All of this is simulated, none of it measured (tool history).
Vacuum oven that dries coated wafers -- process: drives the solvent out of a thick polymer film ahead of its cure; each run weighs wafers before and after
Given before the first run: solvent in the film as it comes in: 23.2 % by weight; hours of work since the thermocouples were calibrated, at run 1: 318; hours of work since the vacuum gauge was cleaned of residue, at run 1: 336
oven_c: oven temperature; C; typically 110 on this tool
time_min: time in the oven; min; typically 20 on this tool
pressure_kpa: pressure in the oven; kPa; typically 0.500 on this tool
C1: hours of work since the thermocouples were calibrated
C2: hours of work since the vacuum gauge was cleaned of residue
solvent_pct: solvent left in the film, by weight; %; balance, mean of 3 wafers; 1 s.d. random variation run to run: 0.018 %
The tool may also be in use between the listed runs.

{"run": 1, "hour": 0.0, "oven_c": 110, "time_min": 20, "pressure_kpa": 0.5, "C1": 318, "C2": 336, "solvent_pct": 3.66}
{"run": 2, "hour": 13.9, "oven_c": 110, "time_min": 20, "pressure_kpa": 0.5, "C1": 329, "C2": 346, "solvent_pct": 3.67}
{"run": 3, "hour": 20.0, "oven_c": 110, "time_min": 20, "pressure_kpa": 0.5, "C1": 333, "C2": 351, "solvent_pct": 3.66}
{"run": 4, "hour": 34.2, "oven_c": 110, "time_min": 20, "pressure_kpa": 0.5, "C1": 344, "C2": 361, "solvent_pct": 3.68}
{"run": 5, "hour": 40.5, "oven_c": 110, "time_min": 34, "pressure_kpa": 0.5, "C1": 349, "C2": 366, "solvent_pct": 1.61}
{"run": 6, "hour": 54.9, "oven_c": 100, "time_min": 34, "pressure_kpa": 0.5, "C1": 360, "C2": 377, "solvent_pct": 3.25}
{"run": 7, "hour": 68.6, "oven_c": 100, "time_min": 34, "pressure_kpa": 0.5, "C1": 370, "C2": 387, "solvent_pct": 3.25}
{"run": 8, "hour": 80.9, "oven_c": 100, "time_min": 34, "pressure_kpa": 0.5, "C1": 379, "C2": 397, "solvent_pct": 3.22}
{"run": 9, "hour": 88.3, "oven_c": 100, "time_min": 34, "pressure_kpa": 0.5, "C1": 385, "C2": 402, "solvent_pct": 3.24}
{"run": 10, "hour": 98.4, "oven_c": 123, "time_min": 20, "pressure_kpa": 0.5, "C1": 392, "C2": 410, "solvent_pct": 1.5}
{"run": 11, "hour": 104.8, "oven_c": 123, "time_min": 20, "pressure_kpa": 0.5, "C1": 397, "C2": 415, "solvent_pct": 1.52}
{"run": 12, "hour": 111.2, "oven_c": 123, "time_min": 20, "pressure_kpa": 0.5, "C1": 402, "C2": 419, "solvent_pct": 1.51}
{"run": 13, "hour": 119.1, "oven_c": 123, "time_min": 20, "pressure_kpa": 0.5, "C1": 408, "C2": 425, "solvent_pct": 1.5}
{"run": 14, "hour": 133.4, "oven_c": 123, "time_min": 20, "pressure_kpa": 0.5, "C1": 419, "C2": 436, "solvent_pct": 1.5}
{"run": 15, "hour": 145.2, "oven_c": 105, "time_min": 20, "pressure_kpa": 1.493, "C1": 428, "C2": 445, "solvent_pct": 6.3}
{"run": 16, "hour": 151.8, "oven_c": 106, "time_min": 18, "pressure_kpa": 0.5, "C1": 432, "C2": 450, "solvent_pct": 5.21}
{"run": 17, "hour": 159.7, "oven_c": 112, "time_min": 20, "pressure_kpa": 0.582, "C1": 438, "C2": 456, "solvent_pct": 3.35}

Run 18 comes next. What will it give?
{"run": 18, "hour": 169.6, "oven_c": 112, "time_min": 20, "pressure_kpa": 0.582, "C1": 446, "C2": 463, "solvent_pct": "?"}

{"run 18": {"solvent_pct": 3.33}}
Minus the tool's unlogged condition, the same run would have read solvent_pct 3.41 %.

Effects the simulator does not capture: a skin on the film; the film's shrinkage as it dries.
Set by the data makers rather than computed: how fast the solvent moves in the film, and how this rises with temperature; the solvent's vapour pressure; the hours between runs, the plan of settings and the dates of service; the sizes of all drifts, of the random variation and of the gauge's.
